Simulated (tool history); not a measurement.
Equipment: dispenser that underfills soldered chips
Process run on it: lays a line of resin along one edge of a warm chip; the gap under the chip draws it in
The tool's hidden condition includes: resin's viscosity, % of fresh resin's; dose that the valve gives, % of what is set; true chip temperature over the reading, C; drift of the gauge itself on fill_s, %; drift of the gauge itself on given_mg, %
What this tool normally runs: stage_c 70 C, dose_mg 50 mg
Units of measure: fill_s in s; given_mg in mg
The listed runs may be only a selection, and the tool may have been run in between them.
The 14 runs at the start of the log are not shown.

run	hour	stage_c	dose_mg	hours of work since the syringe was changed	hours of work since the valve was cleaned	hours of work since the stage was calibrated	fill_s	given_mg
15	63.1	70	46.8	5	34	93	130.9	46.04
# hour 65.9: new syringe of resin
16	69.5	70	50	2	38	97	110.1	49.24
17	75.6	70	50	6	42	101	143.3	49.14
# hour 76.4: new syringe of resin
18	80	70	50	2	45	103	108.4	49.09
19	83.1	72	60.5	4	47	105	112.9	59.27
# hour 86.6: new syringe of resin
20	87.7	72	43.2	1	49	108	94.7	42.3
# hour 90.3: dispensing valve cleaned and set on the balance
21	93.6	72	43.2	4	2	111	116.6	43.06
22	97.3	76	61.9	6	4	114	106.8	61.66
# hour 97.8: new syringe of resin
23	100.8	73	47.8	2	7	116	94.5	47.65
24	105.5	60	54.2	5	9	119	201.2	54.05
# hour 108.4: new syringe of resin
25	110	67	64.1	1	12	121	112.1	63.79
26	113.3	70	42.5	3	14	123	122.2	42.18
27	116.8	55	61.7	5	16	126	262	61.19
# hour 118.7: new syringe of resin
28	120	83	56.4	1	18	127	57.1	56
29	125.8	83	56.4	5	22	131	74.2	55.81
# hour 129.2: new syringe of resin
30	129.3	83	56.4	0	24	133	55.2	55.71
31	135.1	78	61.6	4	28	137	84.9	60.68
# hour 139.4: new syringe of resin
32	139.4	79	51.9	0	30	139	64.4	51.17
33	145.1	79	51.9	4	34	143	84.8	51.08
# hour 149.7: new syringe of resin
34	151.4	68	50	1	38	147	112.2	49.2
35	155.3	68	50	4	40	149	133.5	49.08
# hour 160.1: new syringe of resin
36	161.6	68	50	1	44	153	109.1	48.94

Forecast each of these 3 alternatives for the next run:
A	165.8	62	63.6	4	47	156	?	?
B	165.8	68	46	4	47	156	?	?
C	165.8	68	47.9	4	47	156	?	?

run	fill_s	given_mg
A	164.2	62.33
B	134.6	44.95
C	133.6	46.88
The same runs, with their run-to-run variation unchanged, on a tool lacking any hidden condition would have given:
run	fill_s	given_mg
A	122.5	63.68
B	100	45.93
C	99.3	47.9

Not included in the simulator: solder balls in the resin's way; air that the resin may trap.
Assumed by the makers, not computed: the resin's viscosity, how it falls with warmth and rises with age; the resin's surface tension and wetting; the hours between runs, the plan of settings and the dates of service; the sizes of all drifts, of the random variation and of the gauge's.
